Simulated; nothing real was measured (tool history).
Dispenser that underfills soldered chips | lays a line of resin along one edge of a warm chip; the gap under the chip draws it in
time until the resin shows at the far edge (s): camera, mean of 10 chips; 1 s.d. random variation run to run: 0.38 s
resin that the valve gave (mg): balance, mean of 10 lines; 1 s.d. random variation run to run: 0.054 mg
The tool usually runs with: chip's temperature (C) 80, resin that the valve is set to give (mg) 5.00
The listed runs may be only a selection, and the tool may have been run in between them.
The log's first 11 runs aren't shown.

| run | hour | chip's temperature (C) | resin that the valve is set to give (mg) | hours of work since the syringe was changed | hours of work since the valve was cleaned | hours of work since the stage was calibrated | time until the resin shows at the far edge (s) | resin that the valve gave (mg) |
|---|---|---|---|---|---|---|---|---|
|  | 44.5 | new syringe of resin |
| 12 | 46.5 | 80 | 5.60 | 1 | 81 | 71 | 24.2 | 5.25 |
|  | 52.2 | new syringe of resin |
| 13 | 53.0 | 80 | 5.00 | 1 | 86 | 76 | 23.6 | 4.75 |
| 14 | 59.1 | 80 | 5.00 | 5 | 90 | 81 | 31.8 | 4.56 |
|  | 60.0 | new syringe of resin |
| 15 | 62.6 | 80 | 5.00 | 2 | 93 | 83 | 25.6 | 4.67 |
|  | 66.4 | dispensing valve cleaned and set on the balance |
|  | 68.6 | new syringe of resin |
| 16 | 68.8 | 80 | 5.00 | 0 | 2 | 87 | 22.6 | 5.04 |
| 17 | 72.6 | 80 | 5.00 | 3 | 4 | 89 | 28.1 | 4.94 |
|  | 76.2 | new syringe of resin |
| 18 | 78.2 | 80 | 5.00 | 1 | 8 | 93 | 25.3 | 4.94 |
| 19 | 83.3 | 80 | 5.00 | 5 | 12 | 97 | 32.2 | 5.00 |
|  | 83.9 | new syringe of resin |
| 20 | 87.9 | 75 | 6.33 | 3 | 15 | 100 | 34.5 | 6.23 |
|  | 91.4 | new syringe of resin |
| 21 | 92.0 | 77 | 6.46 | 0 | 18 | 103 | 25.8 | 6.42 |
| 22 | 96.5 | 77 | 6.46 | 4 | 21 | 106 | 32.7 | 6.31 |
|  | 99.1 | new syringe of resin |
| 23 | 102.6 | 80 | 4.65 | 3 | 26 | 111 | 25.9 | 4.62 |
| 24 | 105.5 | 76 | 5.83 | 5 | 28 | 113 | 36.6 | 5.67 |
|  | 106.6 | new syringe of resin |
| 25 | 111.2 | 76 | 5.83 | 3 | 32 | 117 | 33.1 | 5.61 |
|  | 114.5 | new syringe of resin |
| 26 | 117.6 | 75 | 5.98 | 2 | 36 | 121 | 32.8 | 5.77 |
| 27 | 120.4 | 87 | 4.72 | 4 | 38 | 123 | 22.0 | 4.50 |
|  | 122.4 | new syringe of resin |
| 28 | 125.7 | 87 | 4.72 | 2 | 42 | 127 | 19.9 | 4.49 |
| 29 | 128.6 | 94 | 4.72 | 5 | 44 | 129 | 17.2 | 4.47 |
|  | 130.2 | new syringe of resin |
| 30 | 133.8 | 94 | 4.72 | 3 | 48 | 133 | 14.3 | 4.52 |
| 31 | 136.4 | 78 | 4.70 | 5 | 50 | 135 | 33.7 | 4.57 |
|  | 137.8 | new syringe of resin |
| 32 | 142.3 | 93 | 6.25 | 3 | 54 | 139 | 15.2 | 5.98 |
|  | 145.7 | new syringe of resin |
| 33 | 145.9 | 68 | 4.64 | 0 | 56 | 141 | 41.7 | 4.37 |
| 34 | 150.7 | 82 | 5.05 | 4 | 60 | 145 | 26.5 | 4.76 |
|  | 153.5 | new syringe of resin |
| 35 | 154.8 | 82 | 5.05 | 1 | 63 | 148 | 22.6 | 4.87 |
| 36 | 157.7 | 84 | 4.25 | 3 | 65 | 150 | 23.8 | 4.11 |

Consider 3 possible next runs. They are alternatives, not a sequence: every one starts from the tool as it was left by run 36. What does each give?
|  | 161.0 | new syringe of resin |
| A | 163.6 | 84 | 6.20 | 2 | 69 | 154 | ? | ? |
|  | 161.0 | new syringe of resin |
| B | 163.6 | 74 | 4.82 | 2 | 69 | 154 | ? | ? |
|  | 161.0 | new syringe of resin |
| C | 163.6 | 69 | 4.35 | 2 | 69 | 154 | ? | ? |

| run | time until the resin shows at the far edge (s) | resin that the valve gave (mg) |
|---|---|---|
| A | 20.2 | 5.85 |
| B | 33.8 | 4.45 |
| C | 42.7 | 4.16 |
Take away the tool's hidden state, keep each run's random variation, and the runs would have read:
| run | time until the resin shows at the far edge (s) | resin that the valve gave (mg) |
|---|---|---|
| A | 18.5 | 6.22 |
| B | 30.8 | 4.73 |
| C | 38.8 | 4.41 |
